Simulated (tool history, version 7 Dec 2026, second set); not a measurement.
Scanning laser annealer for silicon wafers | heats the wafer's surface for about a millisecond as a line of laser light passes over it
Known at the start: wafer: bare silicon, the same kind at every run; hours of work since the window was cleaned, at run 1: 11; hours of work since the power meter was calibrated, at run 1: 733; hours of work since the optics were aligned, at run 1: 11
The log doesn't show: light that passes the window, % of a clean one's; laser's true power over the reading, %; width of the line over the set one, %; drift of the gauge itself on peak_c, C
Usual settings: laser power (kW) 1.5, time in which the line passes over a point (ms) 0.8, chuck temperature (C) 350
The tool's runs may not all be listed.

run,day,laser power (kW),time in which the line passes over a point (ms),chuck temperature (C),hours of work since the window was cleaned,hours of work since the power meter was calibrated,hours of work since the optics were aligned,highest temperature of the surface (C)
1,0,1.5,0.8,350,11,733,11,1079
2,1.758,1.5,0.8,350,29,750,29,1076
3,2.6,1.5,0.8,350,37,759,37,1080
4,4.133,1.5,0.8,350,53,775,53,1078
5,5.646,1.5,0.595,350,68,790,68,979
6,7.296,1.5,0.595,350,85,807,85,981
7,8.792,1.5,0.909,350,100,822,100,1116
8,10.012,1.5,0.8,350,113,834,113,1071
9,10.833,1.5,0.585,350,121,843,121,973
10,11.721,1.457,0.585,350,130,852,130,955
11,13.225,1.457,0.585,350,145,867,145,953
12,14.996,1.457,0.585,350,163,885,163,954
13,15.996,1.5,0.8,350,173,895,173,1066
14,17.071,1.5,0.8,350,184,906,184,1066
15,18.767,1.5,0.8,350,202,924,202,1064
16,20.188,1.277,0.8,350,216,938,216,966
17,21.404,1.277,0.8,350,229,951,229,968
18,22.983,1.521,0.8,350,245,967,245,1072
19,24.033,1.521,0.8,348,255,977,255,1069
20,24.988,1.367,0.8,348,265,987,265,1004
21,26.117,1.367,0.8,348,277,998,277,1002
22,27.412,1.302,0.8,350,290,1012,290,976
23,28.171,1.5,0.8,321,297,1019,297,1031
24,29.571,1.471,0.963,369,312,1034,312,1133
25,31.058,1.382,0.839,370,327,1049,327,1041
26,32.642,1.381,0.67,348,343,1065,343,948
27,33.604,1.6,0.8,334,353,1075,353,1085
28,34.675,1.6,0.8,334,364,1086,364,1079
29,35.95,1.6,0.8,334,377,1099,377,1081
30,37.05,1.555,0.686,358,388,1110,388,1034
31,38.133,1.5,0.854,332,399,1121,399,1055
32,39.133,1.5,0.8,315,409,1131,409,1018
33,40.646,1.349,0.912,312,424,1146,424,991
34,41.612,1.349,0.912,312,434,1156,434,985
35,43.292,1.289,0.576,350,451,1173,451,869
36,44.129,1.573,0.762,335,460,1182,460,1044
# day 45.6: window over the wafer cleaned
37,45.992,1.457,0.8,350,4,1200,478,1054
38,47.054,1.457,0.8,350,15,1211,489,1055
39,48.754,1.457,0.8,350,32,1228,506,1057
40,50.292,1.356,0.75,321,48,1244,522,957

How the hidden state differs across the entries between the runs, from the last listed run before each to the first after it:
Between runs 36 and 37: window over the wafer cleaned (day 45.6)
  light that passes the window, % of a clean one's: 95.96 -> 99.85; width of the line over the set one, %: 1.45 -> 1.5
  measured less the result without the state, highest temperature of the surface (C): -31 -> -5

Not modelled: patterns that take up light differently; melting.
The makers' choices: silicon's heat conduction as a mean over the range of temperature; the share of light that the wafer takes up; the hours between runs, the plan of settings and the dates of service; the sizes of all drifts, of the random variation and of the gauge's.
